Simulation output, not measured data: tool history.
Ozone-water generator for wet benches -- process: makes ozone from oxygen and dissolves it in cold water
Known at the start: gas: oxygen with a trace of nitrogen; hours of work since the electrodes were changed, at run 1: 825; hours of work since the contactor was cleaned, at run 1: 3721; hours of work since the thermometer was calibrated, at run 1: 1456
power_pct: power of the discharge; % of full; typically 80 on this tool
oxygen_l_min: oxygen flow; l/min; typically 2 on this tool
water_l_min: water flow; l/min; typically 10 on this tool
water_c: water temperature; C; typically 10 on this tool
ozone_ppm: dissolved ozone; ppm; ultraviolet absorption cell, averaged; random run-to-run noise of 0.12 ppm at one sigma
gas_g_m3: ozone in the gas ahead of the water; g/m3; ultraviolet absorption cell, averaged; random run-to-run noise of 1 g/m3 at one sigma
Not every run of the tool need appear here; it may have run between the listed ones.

run   hour  power_pct  oxygen_l_min  water_l_min  water_c  hours of work since the electrodes were changed  hours of work since the contactor was cleaned  hours of work since the thermometer was calibrated  ozone_ppm  gas_g_m3
  1      0         80             2           10       10                                              825                                           3721                                                1456       13.6     177.1
  2   31.5         80             2           10       10                                              847                                           3743                                                1478       13.6     174.6
  3   57.5         80             2           10       10                                              866                                           3762                                                1496       13.7     175.1
  4   78.6         80             2           10       10                                              881                                           3776                                                1511       13.8     174.9
  5  101.2         80             2           11       10                                              897                                           3792                                                1527       12.2     176.2
  6  117.5         80             2           10       10                                              908                                           3804                                                1539       13.7     175.7
  7  145.7         80             2           10       10                                              928                                           3824                                                1558       13.9     174.7
  8    171         80             2           10       10                                              946                                           3842                                                1576       13.7     175.4
  9    198         57          1.66            8       18                                              965                                           3861                                                1595       12.3     153.7
 10  236.1         93          1.69           12       16                                              992                                           3888                                                1622       11.2     204.5
 11  252.2         93          1.69           11       16                                             1003                                           3899                                                1634         12     206.6
 12  268.6         93          2.02           11        5                                             1015                                           3911                                                1645       14.1     190.6
 13  297.4         80             2           13        5                                             1035                                           3931                                                1666       10.6     173.9
 14  319.1         80             2           13        5                                             1051                                           3946                                                1681       10.5     174.9
 15  351.6         80             2           13       10                                             1074                                           3969                                                1704         10     177.1

What if the next run were any one of these 5? Each begins from the tool's condition after run 15:
  A   374         63             2            6       10                                             1089                                           3985                                                1720          ?         ?
  B   374         80          2.53           13       10                                             1089                                           3985                                                1720          ?         ?
  C   374         80             2            7       13                                             1089                                           3985                                                1720          ?         ?
  D   374         48             2           13       10                                             1089                                           3985                                                1720          ?         ?
  E   374         41           3.3           11       10                                             1089                                           3985                                                1720          ?         ?

run  ozone_ppm  gas_g_m3
  A       19.7     149.5
  B       10.7     158.4
  C         19     176.1
  D        7.3     128.6
  E          9      92.2
With no hidden state in the tool, these same runs would have given:
run  ozone_ppm  gas_g_m3
  A       20.9     153.5
  B       11.5     163.3
  C       20.3     181.5
  D        7.8     131.4
  E        9.5      93.9
